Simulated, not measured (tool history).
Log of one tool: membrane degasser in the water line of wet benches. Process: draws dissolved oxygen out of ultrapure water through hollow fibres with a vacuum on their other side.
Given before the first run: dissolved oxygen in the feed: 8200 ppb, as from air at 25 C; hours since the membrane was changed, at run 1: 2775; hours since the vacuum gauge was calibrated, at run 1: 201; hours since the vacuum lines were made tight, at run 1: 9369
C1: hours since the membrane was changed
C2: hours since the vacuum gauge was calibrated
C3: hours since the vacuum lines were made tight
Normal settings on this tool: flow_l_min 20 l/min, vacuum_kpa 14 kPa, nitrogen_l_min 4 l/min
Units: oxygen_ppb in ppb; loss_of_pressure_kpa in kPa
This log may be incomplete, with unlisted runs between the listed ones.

Run 1, day 0: usual settings; C1 2775; C2 201; C3 9369. Result: oxygen_ppb 169.3 ppb, loss_of_pressure_kpa 46.54 kPa.
Run 2, day 9.467: usual settings; C1 3002; C2 428; C3 9597. Result: oxygen_ppb 168.6 ppb, loss_of_pressure_kpa 46.6 kPa.
Run 3, day 20.5: usual settings; C1 3267; C2 693; C3 9861. Result: oxygen_ppb 169.7 ppb, loss_of_pressure_kpa 46.17 kPa.
Run 4, day 29.479: usual settings but nitrogen_l_min 5.81 l/min; C1 3482; C2 909; C3 10077. Result: oxygen_ppb 130.4 ppb, loss_of_pressure_kpa 46.51 kPa.
Run 5, day 35.296: usual settings but nitrogen_l_min 5.81 l/min; C1 3622; C2 1048; C3 10217. Result: oxygen_ppb 130.2 ppb, loss_of_pressure_kpa 46.56 kPa.
Run 6, day 40.862: usual settings but nitrogen_l_min 5.81 l/min; C1 3755; C2 1182; C3 10350. Result: oxygen_ppb 131.6 ppb, loss_of_pressure_kpa 46.65 kPa.
Run 7, day 51.067: usual settings but flow_l_min 16 l/min; C1 4000; C2 1427; C3 10595. Result: oxygen_ppb 131.5 ppb, loss_of_pressure_kpa 37.1 kPa.
Run 8, day 57.279: usual settings but flow_l_min 16 l/min; C1 4149; C2 1576; C3 10744. Result: oxygen_ppb 131.4 ppb, loss_of_pressure_kpa 37.41 kPa.
Run 9, day 66.058: usual settings; C1 4360; C2 1786; C3 10955. Result: oxygen_ppb 171.5 ppb, loss_of_pressure_kpa 46.83 kPa.
Run 10, day 75.875: usual settings but flow_l_min 23 l/min; C1 4596; C2 2022; C3 11190. Result: oxygen_ppb 201.6 ppb, loss_of_pressure_kpa 53.76 kPa.
Run 11, day 81.033: usual settings but flow_l_min 23 l/min, nitrogen_l_min 6.25 l/min; C1 4719; C2 2146; C3 11314. Result: oxygen_ppb 150.3 ppb, loss_of_pressure_kpa 53.97 kPa.
Run 12, day 90.471: usual settings; C1 4946; C2 2372; C3 11541. Result: oxygen_ppb 174.5 ppb, loss_of_pressure_kpa 46.7 kPa.
Run 13, day 98.858: usual settings; C1 5147; C2 2574; C3 11742. Result: oxygen_ppb 173 ppb, loss_of_pressure_kpa 46.9 kPa.
Run 14, day 107.358: usual settings but nitrogen_l_min 3.65 l/min; C1 5351; C2 2778; C3 11946. Result: oxygen_ppb 183.8 ppb, loss_of_pressure_kpa 47.07 kPa.
At day 108.958: seals of the vacuum lines changed.
Run 15, day 116.158: usual settings but flow_l_min 28 l/min; C1 5560; C2 2987; C3 173. Result: oxygen_ppb 261.2 ppb, loss_of_pressure_kpa 65.86 kPa.
Run 16, day 127.225: usual settings but flow_l_min 31 l/min; C1 5826; C2 3252; C3 438. Result: oxygen_ppb 292.4 ppb, loss_of_pressure_kpa 73.03 kPa.
Run 17, day 132.779: usual settings but flow_l_min 26 l/min, vacuum_kpa 20.2 kPa, nitrogen_l_min 2.61 l/min; C1 5959; C2 3386; C3 572. Result: oxygen_ppb 448.8 ppb, loss_of_pressure_kpa 61.19 kPa.
Run 18, day 143.554: usual settings but flow_l_min 26 l/min, vacuum_kpa 20.2 kPa, nitrogen_l_min 1.79 l/min; C1 6218; C2 3644; C3 830. Result: oxygen_ppb 606.1 ppb, loss_of_pressure_kpa 61.03 kPa.
Run 19, day 154.438: usual settings but flow_l_min 26 l/min, vacuum_kpa 20.2 kPa, nitrogen_l_min 1.79 l/min; C1 6479; C2 3906; C3 1091. Result: oxygen_ppb 608 ppb, loss_of_pressure_kpa 60.92 kPa.
Run 20, day 162.958: usual settings but flow_l_min 15 l/min, vacuum_kpa 9.1 kPa; C1 6684; C2 4110; C3 1296. Result: oxygen_ppb 78.5 ppb, loss_of_pressure_kpa 35.19 kPa.
Run 21, day 167.838: usual settings but flow_l_min 26 l/min, nitrogen_l_min 2.5 l/min; C1 6801; C2 4227; C3 1413. Result: oxygen_ppb 326.5 ppb, loss_of_pressure_kpa 60.97 kPa.
Run 22, day 178.925: usual settings but flow_l_min 26 l/min, nitrogen_l_min 2.5 l/min; C1 7067; C2 4493; C3 1679. Result: oxygen_ppb 333.4 ppb, loss_of_pressure_kpa 61.51 kPa.
Run 23, day 184.1: usual settings but flow_l_min 17 l/min, nitrogen_l_min 9.7 l/min; C1 7191; C2 4617; C3 1803. Result: oxygen_ppb 77.2 ppb, loss_of_pressure_kpa 40.02 kPa.
Run 24, day 195.583: usual settings but flow_l_min 17 l/min, nitrogen_l_min 9.7 l/min; C1 7467; C2 4893; C3 2079. Result: oxygen_ppb 77.6 ppb, loss_of_pressure_kpa 40.3 kPa.
Run 25, day 204.404: usual settings but vacuum_kpa 19.7 kPa; C1 7678; C2 5105; C3 2291. Result: oxygen_ppb 241.6 ppb, loss_of_pressure_kpa 47.12 kPa.
Run 26, day 210.55: usual settings but flow_l_min 22 l/min, vacuum_kpa 10.2 kPa; C1 7826; C2 5252; C3 2438. Result: oxygen_ppb 147.3 ppb, loss_of_pressure_kpa 52.3 kPa.
Run 27, day 221.417: usual settings but flow_l_min 13 l/min, vacuum_kpa 9 kPa, nitrogen_l_min 7.05 l/min; C1 8087; C2 5513; C3 2699. Result: oxygen_ppb 43.5 ppb, loss_of_pressure_kpa 30.83 kPa.
Run 28, day 233.254: usual settings but flow_l_min 17 l/min, vacuum_kpa 15.9 kPa, nitrogen_l_min 4.1 l/min; C1 8371; C2 5797; C3 2983. Result: oxygen_ppb 159.5 ppb, loss_of_pressure_kpa 40.52 kPa.
Run 29, day 243.742: usual settings but flow_l_min 17 l/min, vacuum_kpa 15.9 kPa, nitrogen_l_min 4.1 l/min; C1 8622; C2 6049; C3 3235. Result: oxygen_ppb 160 ppb, loss_of_pressure_kpa 40.48 kPa.
Run 30, day 254.65: usual settings but flow_l_min 17 l/min, vacuum_kpa 15.9 kPa, nitrogen_l_min 4.1 l/min; C1 8884; C2 6311; C3 3497. Result: oxygen_ppb 160.2 ppb, loss_of_pressure_kpa 40.37 kPa.
Run 31, day 263.046: usual settings but flow_l_min 16 l/min, vacuum_kpa 29.9 kPa, nitrogen_l_min 4.24 l/min; C1 9086; C2 6512; C3 3698. Result: oxygen_ppb 269.9 ppb, loss_of_pressure_kpa 37.88 kPa.

Alternative continuations, all from the tool just after run 31; predict every row:
Run A, day 269.046: usual settings but flow_l_min 23 l/min, vacuum_kpa 18.8 kPa, nitrogen_l_min 2.91 l/min; C1 9230; C2 6656; C3 3842. Result: oxygen_ppb ?, loss_of_pressure_kpa ?.
Run B, day 269.046: usual settings but vacuum_kpa 8.5 kPa; C1 9230; C2 6656; C3 3842. Result: oxygen_ppb ?, loss_of_pressure_kpa ?.
Run C, day 269.046: usual settings but flow_l_min 22 l/min, vacuum_kpa 26.8 kPa; C1 9230; C2 6656; C3 3842. Result: oxygen_ppb ?, loss_of_pressure_kpa ?.
Run D, day 269.046: usual settings but flow_l_min 22 l/min; C1 9230; C2 6656; C3 3842. Result: oxygen_ppb ?, loss_of_pressure_kpa ?.

run  oxygen_ppb  loss_of_pressure_kpa
  A       349.5                 54.44
  B       112.1                 47.21
  C       355.6                 52.03
  D       199.1                 52.32
Had the tool no hidden state, the same runs would have come out as:
run  oxygen_ppb  loss_of_pressure_kpa
  A       333.9                 52.89
  B       100.9                 45.87
  C       342.7                 50.55
  D       186.3                 50.85
